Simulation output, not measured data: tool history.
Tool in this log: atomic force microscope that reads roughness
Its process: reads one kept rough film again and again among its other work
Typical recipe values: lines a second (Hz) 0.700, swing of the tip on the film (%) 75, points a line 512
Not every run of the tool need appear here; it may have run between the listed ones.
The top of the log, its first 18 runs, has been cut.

| run | hour | lines a second (Hz) | swing of the tip on the film (%) | points a line | pictures with this tip | hours of work since the height scale was calibrated | roughness of the kept film (nm (root mean square)) |
|---|---|---|---|---|---|---|---|
| 19 | 855.1 | 0.700 | 69 | 512 | 214 | 223 | 2.744 |
| 20 | 881.4 | 0.700 | 69 | 512 | 245 | 238 | 2.716 |
|  | 898.1 | new tip fitted |
| 21 | 932.2 | 0.700 | 75 | 753 | 40 | 269 | 3.030 |
| 22 | 996.4 | 0.700 | 61 | 505 | 116 | 307 | 2.938 |
| 23 | 1035.7 | 0.700 | 70 | 505 | 162 | 331 | 2.826 |
| 24 | 1062.1 | 3.351 | 58 | 394 | 193 | 347 | 2.730 |
| 25 | 1116.9 | 1.352 | 58 | 394 | 257 | 380 | 2.709 |
|  | 1121.6 | new tip fitted |
| 26 | 1143.9 | 1.352 | 58 | 394 | 26 | 396 | 3.022 |
| 27 | 1193.5 | 1.352 | 58 | 394 | 85 | 426 | 2.920 |
| 28 | 1240.9 | 1.112 | 83 | 394 | 140 | 454 | 2.733 |
| 29 | 1300.1 | 1.283 | 79 | 512 | 210 | 490 | 2.614 |
|  | 1344.9 | new tip fitted |
| 30 | 1363.3 | 0.806 | 74 | 512 | 21 | 527 | 3.048 |
| 31 | 1425.8 | 0.806 | 74 | 512 | 95 | 565 | 2.943 |
| 32 | 1468.2 | 0.700 | 75 | 557 | 145 | 591 | 2.872 |
| 33 | 1531.4 | 0.943 | 66 | 983 | 219 | 629 | 2.773 |
|  | 1571.5 | new tip fitted |
| 34 | 1579.6 | 0.700 | 63 | 512 | 10 | 657 | 3.105 |
| 35 | 1641.8 | 1.557 | 78 | 800 | 83 | 695 | 2.856 |
| 36 | 1705.4 | 0.700 | 75 | 308 | 157 | 733 | 2.821 |
| 37 | 1751.1 | 1.389 | 75 | 715 | 211 | 760 | 2.705 |
|  | 1793.9 | new tip fitted |
| 38 | 1805.9 | 1.389 | 75 | 715 | 14 | 793 | 3.001 |
| 39 | 1848.6 | 2.985 | 73 | 715 | 64 | 819 | 2.806 |
| 40 | 1905.9 | 2.985 | 64 | 715 | 131 | 853 | 2.792 |

Predict each of these 5 candidate next runs independently; none follows another, all start after run 40:
| A | 1936.8 | 2.985 | 60 | 715 | 168 | 872 | ? |
| B | 1936.8 | 3.082 | 89 | 599 | 168 | 872 | ? |
| C | 1936.8 | 1.020 | 61 | 278 | 168 | 872 | ? |
| D | 1936.8 | 2.507 | 79 | 715 | 168 | 872 | ? |
| E | 1936.8 | 0.700 | 75 | 570 | 168 | 872 | ? |

| run | roughness of the kept film (nm (root mean square)) |
|---|---|
| A | 2.784 |
| B | 2.389 |
| C | 2.782 |
| D | 2.616 |
| E | 2.800 |
Had the tool no hidden state, the same runs would have come out as:
| run | roughness of the kept film (nm (root mean square)) |
|---|---|
| A | 3.089 |
| B | 2.650 |
| C | 3.088 |
| D | 2.902 |
| E | 3.107 |
